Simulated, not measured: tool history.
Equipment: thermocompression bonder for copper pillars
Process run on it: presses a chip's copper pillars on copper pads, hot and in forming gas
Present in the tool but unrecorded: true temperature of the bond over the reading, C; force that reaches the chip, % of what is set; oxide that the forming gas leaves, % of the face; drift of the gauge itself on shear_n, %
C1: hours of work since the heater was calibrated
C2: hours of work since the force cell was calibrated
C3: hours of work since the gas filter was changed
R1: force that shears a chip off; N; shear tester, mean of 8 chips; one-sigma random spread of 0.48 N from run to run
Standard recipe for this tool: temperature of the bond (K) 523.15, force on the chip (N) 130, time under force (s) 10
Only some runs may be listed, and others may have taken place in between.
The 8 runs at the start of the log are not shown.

run 9 day=19.158 | temperature_of_the_bond_(K)=501.15 force_on_the_chip_(N)=130 time_under_force_(s)=10 | C1=647 C2=1256 C3=80 | R1=38.7
run 10 day=20.775 | temperature_of_the_bond_(K)=523.15 force_on_the_chip_(N)=130 time_under_force_(s)=10 | C1=664 C2=1274 C3=97 | R1=52.4
run 11 day=22.667 | temperature_of_the_bond_(K)=523.15 force_on_the_chip_(N)=130 time_under_force_(s)=10 | C1=685 C2=1294 C3=117 | R1=51.6
run 12 day=24.325 | temperature_of_the_bond_(K)=523.15 force_on_the_chip_(N)=94 time_under_force_(s)=10 | C1=702 C2=1311 C3=135 | R1=43.3
run 13 day=26.267 | temperature_of_the_bond_(K)=523.15 force_on_the_chip_(N)=130 time_under_force_(s)=10 | C1=723 C2=1332 C3=156 | R1=51.1
run 14 day=28.321 | temperature_of_the_bond_(K)=523.15 force_on_the_chip_(N)=130 time_under_force_(s)=10 | C1=745 C2=1354 C3=178 | R1=51.7
run 15 day=29.629 | temperature_of_the_bond_(K)=523.15 force_on_the_chip_(N)=78 time_under_force_(s)=10 | C1=759 C2=1368 C3=192 | R1=37.1
run 16 day=31.821 | temperature_of_the_bond_(K)=523.15 force_on_the_chip_(N)=103 time_under_force_(s)=10 | C1=782 C2=1392 C3=215 | R1=43.8
run 17 day=33.067 | temperature_of_the_bond_(K)=523.15 force_on_the_chip_(N)=103 time_under_force_(s)=10 | C1=796 C2=1405 C3=228 | R1=43.1
run 18 day=35.817 | temperature_of_the_bond_(K)=523.15 force_on_the_chip_(N)=130 time_under_force_(s)=8 | C1=825 C2=1434 C3=258 | R1=46.5
run 19 day=38.612 | temperature_of_the_bond_(K)=523.15 force_on_the_chip_(N)=130 time_under_force_(s)=8 | C1=855 C2=1464 C3=288 | R1=44.4
run 20 day=41.346 | temperature_of_the_bond_(K)=523.15 force_on_the_chip_(N)=130 time_under_force_(s)=8 | C1=884 C2=1493 C3=317 | R1=45.0
run 21 day=43.312 | temperature_of_the_bond_(K)=506.15 force_on_the_chip_(N)=182 time_under_force_(s)=28 | C1=905 C2=1514 C3=338 | R1=60.7
run 22 day=45.975 | temperature_of_the_bond_(K)=532.15 force_on_the_chip_(N)=106 time_under_force_(s)=28 | C1=934 C2=1543 C3=366 | R1=61.1
run 23 day=47.221 | temperature_of_the_bond_(K)=512.15 force_on_the_chip_(N)=153 time_under_force_(s)=18 | C1=947 C2=1556 C3=380 | R1=52.8
-- day=48.233 forming gas filter changed
run 24 day=49.429 | temperature_of_the_bond_(K)=512.15 force_on_the_chip_(N)=153 time_under_force_(s)=18 | C1=970 C2=1579 C3=13 | R1=60.1
run 25 day=51.038 | temperature_of_the_bond_(K)=499.15 force_on_the_chip_(N)=78 time_under_force_(s)=7 | C1=988 C2=1597 C3=30 | R1=22.0
run 26 day=53.312 | temperature_of_the_bond_(K)=523.15 force_on_the_chip_(N)=79 time_under_force_(s)=22 | C1=1012 C2=1621 C3=54 | R1=50.3
run 27 day=54.733 | temperature_of_the_bond_(K)=532.15 force_on_the_chip_(N)=180 time_under_force_(s)=10 | C1=1027 C2=1636 C3=69 | R1=64.7
run 28 day=57.646 | temperature_of_the_bond_(K)=545.15 force_on_the_chip_(N)=121 time_under_force_(s)=7 | C1=1058 C2=1667 C3=101 | R1=55.6
run 29 day=59.817 | temperature_of_the_bond_(K)=518.15 force_on_the_chip_(N)=95 time_under_force_(s)=10 | C1=1081 C2=1691 C3=124 | R1=38.5
run 30 day=61.454 | temperature_of_the_bond_(K)=551.15 force_on_the_chip_(N)=102 time_under_force_(s)=8 | C1=1099 C2=1708 C3=141 | R1=56.0

Run 31, settings as shown, results not yet in. Your forecast:
run 31 day=62.967 | temperature_of_the_bond_(K)=503.15 force_on_the_chip_(N)=106 time_under_force_(s)=21 | C1=1115 C2=1724 C3=157 | R1=?

{"run 31": {"R1": 42.1}}
With no hidden state in the tool, this same run would have given R1 49.4 N.
